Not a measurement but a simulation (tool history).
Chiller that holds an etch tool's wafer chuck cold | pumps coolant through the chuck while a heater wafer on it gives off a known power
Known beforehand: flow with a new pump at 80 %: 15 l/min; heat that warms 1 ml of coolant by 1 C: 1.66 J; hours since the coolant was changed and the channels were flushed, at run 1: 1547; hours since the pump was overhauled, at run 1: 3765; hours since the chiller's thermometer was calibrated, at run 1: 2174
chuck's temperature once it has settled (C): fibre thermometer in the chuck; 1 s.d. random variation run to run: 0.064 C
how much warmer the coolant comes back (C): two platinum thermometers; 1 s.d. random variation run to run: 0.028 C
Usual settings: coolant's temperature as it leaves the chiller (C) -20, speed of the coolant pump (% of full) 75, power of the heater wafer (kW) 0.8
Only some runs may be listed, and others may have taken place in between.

run    hour  coolant's temperature as it leaves the chiller (C)  speed of the coolant pump (% of full)  power of the heater wafer (kW)  hours since the coolant was changed and the channels were flushed  hours since the pump was overhauled  hours since the chiller's thermometer was calibrated  chuck's temperature once it has settled (C)  how much warmer the coolant comes back (C)
  1       0                                                 -20                                     75                             0.8                                                               1547                                 3765                                                  2174                                        -13.4                                        2.08
  2    96.3                                                 -20                                     75                             0.8                                                               1643                                 3861                                                  2270                                       -13.41                                        2.08
  3   200.9                                                 -20                                     75                             0.8                                                               1748                                 3966                                                  2375                                       -13.43                                        2.12
  4   376.2                                                 -20                                     75                             0.8                                                               1923                                 4141                                                  2550                                       -13.32                                        2.08
  5   481.3                                                 -20                                     75                             0.8                                                               2028                                 4246                                                  2655                                       -13.43                                        2.07
  6     635                                                 -20                                     75                             0.8                                                               2182                                 4400                                                  2809                                       -13.48                                        2.07
  7   824.6                                                 -20                                     62                           0.954                                                               2371                                 4590                                                  2998                                       -11.09                                        3.03
  8   963.8                                                 -17                                     62                           0.623                                                               2511                                 4729                                                  3138                                       -11.21                                        2.02
     1013.4  -- coolant pump overhauled
  9  1176.1                                                 -12                                     69                           0.903                                                               2718                                  163                                                  3345                                         -4.1                                         2.6
 10  1305.4                                                 -30                                     75                           0.475                                                               2847                                  292                                                  3474                                       -26.02                                        1.24
 11  1473.6                                                 -12                                     84                           0.765                                                               3015                                  460                                                  3643                                        -6.11                                        1.68
 12    1619                                                 -12                                     84                           0.427                                                               3161                                  606                                                  3788                                        -8.82                                        0.94

Here are 4 independent what-if runs from the current tool condition. What would each one return?
  A  1808.6                                                 -20                                     73                           0.788                                                               3350                                  795                                                  3977                                            ?                                           ?
  B  1808.6                                                 -12                                     89                           0.427                                                               3350                                  795                                                  3977                                            ?                                           ?
  C  1808.6                                                 -20                                     75                           0.629                                                               3350                                  795                                                  3977                                            ?                                           ?
  D  1808.6                                                 -19                                     87                           0.575                                                               3350                                  795                                                  3977                                            ?                                           ?

run  chuck's temperature once it has settled (C)  how much warmer the coolant comes back (C)
  A                                       -13.33                                        2.07
  B                                        -8.95                                        0.92
  C                                       -14.76                                        1.68
  D                                       -14.68                                        1.28
Had the tool no hidden state, the same runs would have come out as:
run  chuck's temperature once it has settled (C)  how much warmer the coolant comes back (C)
  A                                       -13.33                                        2.07
  B                                        -8.95                                        0.92
  C                                       -14.76                                        1.68
  D                                       -14.68                                        1.28

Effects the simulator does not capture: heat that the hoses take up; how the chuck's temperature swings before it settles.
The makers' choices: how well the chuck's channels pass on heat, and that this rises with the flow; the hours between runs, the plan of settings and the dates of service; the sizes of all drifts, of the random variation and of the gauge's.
